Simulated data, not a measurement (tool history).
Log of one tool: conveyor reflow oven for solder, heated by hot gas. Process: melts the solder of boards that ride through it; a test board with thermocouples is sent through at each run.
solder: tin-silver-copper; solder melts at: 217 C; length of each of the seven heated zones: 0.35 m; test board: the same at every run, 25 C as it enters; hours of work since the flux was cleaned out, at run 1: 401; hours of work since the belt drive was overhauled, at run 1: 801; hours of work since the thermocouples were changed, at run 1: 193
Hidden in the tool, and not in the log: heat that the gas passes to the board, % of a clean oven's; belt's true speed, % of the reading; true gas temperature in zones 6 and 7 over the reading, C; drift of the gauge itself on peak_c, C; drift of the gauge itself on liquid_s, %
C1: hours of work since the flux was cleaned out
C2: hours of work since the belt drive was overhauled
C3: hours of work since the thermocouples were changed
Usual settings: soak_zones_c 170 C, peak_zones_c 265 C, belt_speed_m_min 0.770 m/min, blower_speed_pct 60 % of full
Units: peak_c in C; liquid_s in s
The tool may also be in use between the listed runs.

run 1 day=0.000 | soak_zones_c=170 peak_zones_c=265 belt_speed_m_min=0.770 blower_speed_pct=60 | C1=401 C2=801 C3=193 | peak_c=240.4 liquid_s=31.1
run 2 day=0.662 | soak_zones_c=170 peak_zones_c=265 belt_speed_m_min=0.770 blower_speed_pct=67 | C1=410 C2=811 C3=203 | peak_c=242.4 liquid_s=33.0
run 3 day=1.662 | soak_zones_c=170 peak_zones_c=265 belt_speed_m_min=0.770 blower_speed_pct=67 | C1=424 C2=825 C3=217 | peak_c=242.4 liquid_s=33.2
-- day=1.975 flux residue cleaned out of gas plates and filters
run 4 day=2.867 | soak_zones_c=170 peak_zones_c=265 belt_speed_m_min=0.770 blower_speed_pct=67 | C1=13 C2=839 C3=231 | peak_c=245.1 liquid_s=35.1
run 5 day=3.938 | soak_zones_c=170 peak_zones_c=265 belt_speed_m_min=0.770 blower_speed_pct=67 | C1=28 C2=854 C3=247 | peak_c=245.2 liquid_s=35.2
-- day=4.196 belt drive overhauled, speed set with a stopwatch
run 6 day=5.392 | soak_zones_c=170 peak_zones_c=265 belt_speed_m_min=0.817 blower_speed_pct=80 | C1=46 C2=17 C3=265 | peak_c=246.7 liquid_s=34.9
run 7 day=6.329 | soak_zones_c=170 peak_zones_c=266 belt_speed_m_min=0.645 blower_speed_pct=71 | C1=60 C2=30 C3=278 | peak_c=253.0 liquid_s=50.0
-- day=7.412 belt drive overhauled, speed set with a stopwatch, once more
run 8 day=7.612 | soak_zones_c=170 peak_zones_c=266 belt_speed_m_min=0.771 blower_speed_pct=66 | C1=76 C2=3 C3=294 | peak_c=244.9 liquid_s=34.4
run 9 day=8.967 | soak_zones_c=185 peak_zones_c=265 belt_speed_m_min=0.770 blower_speed_pct=60 | C1=95 C2=22 C3=314 | peak_c=245.6 liquid_s=38.8
run 10 day=10.354 | soak_zones_c=170 peak_zones_c=265 belt_speed_m_min=0.725 blower_speed_pct=60 | C1=115 C2=42 C3=333 | peak_c=244.3 liquid_s=36.1

5 ways to go on from here, each from the tool as it stands after run 10. What would each give?
run A day=11.092 | soak_zones_c=183 peak_zones_c=265 belt_speed_m_min=0.706 blower_speed_pct=72 | C1=125 C2=53 C3=344 | peak_c=? liquid_s=?
run B day=11.092 | soak_zones_c=173 peak_zones_c=265 belt_speed_m_min=0.799 blower_speed_pct=90 | C1=125 C2=53 C3=344 | peak_c=? liquid_s=?
run C day=11.092 | soak_zones_c=181 peak_zones_c=265 belt_speed_m_min=0.789 blower_speed_pct=60 | C1=125 C2=53 C3=344 | peak_c=? liquid_s=?
run D day=11.092 | soak_zones_c=170 peak_zones_c=261 belt_speed_m_min=0.640 blower_speed_pct=77 | C1=125 C2=53 C3=344 | peak_c=? liquid_s=?
run E day=11.092 | soak_zones_c=170 peak_zones_c=265 belt_speed_m_min=0.845 blower_speed_pct=60 | C1=125 C2=53 C3=344 | peak_c=? liquid_s=?

run=A peak_c=250.6 liquid_s=46.2
run=B peak_c=248.6 liquid_s=36.8
run=C peak_c=243.7 liquid_s=34.8
run=D peak_c=248.9 liquid_s=46.6
run=E peak_c=238.2 liquid_s=25.6
Without the tool's hidden state the same runs would have given:
run=A peak_c=250.3 liquid_s=46.2
run=B peak_c=248.6 liquid_s=37.0
run=C peak_c=243.6 liquid_s=34.9
run=D peak_c=248.6 liquid_s=46.6
run=E peak_c=238.3 liquid_s=25.8

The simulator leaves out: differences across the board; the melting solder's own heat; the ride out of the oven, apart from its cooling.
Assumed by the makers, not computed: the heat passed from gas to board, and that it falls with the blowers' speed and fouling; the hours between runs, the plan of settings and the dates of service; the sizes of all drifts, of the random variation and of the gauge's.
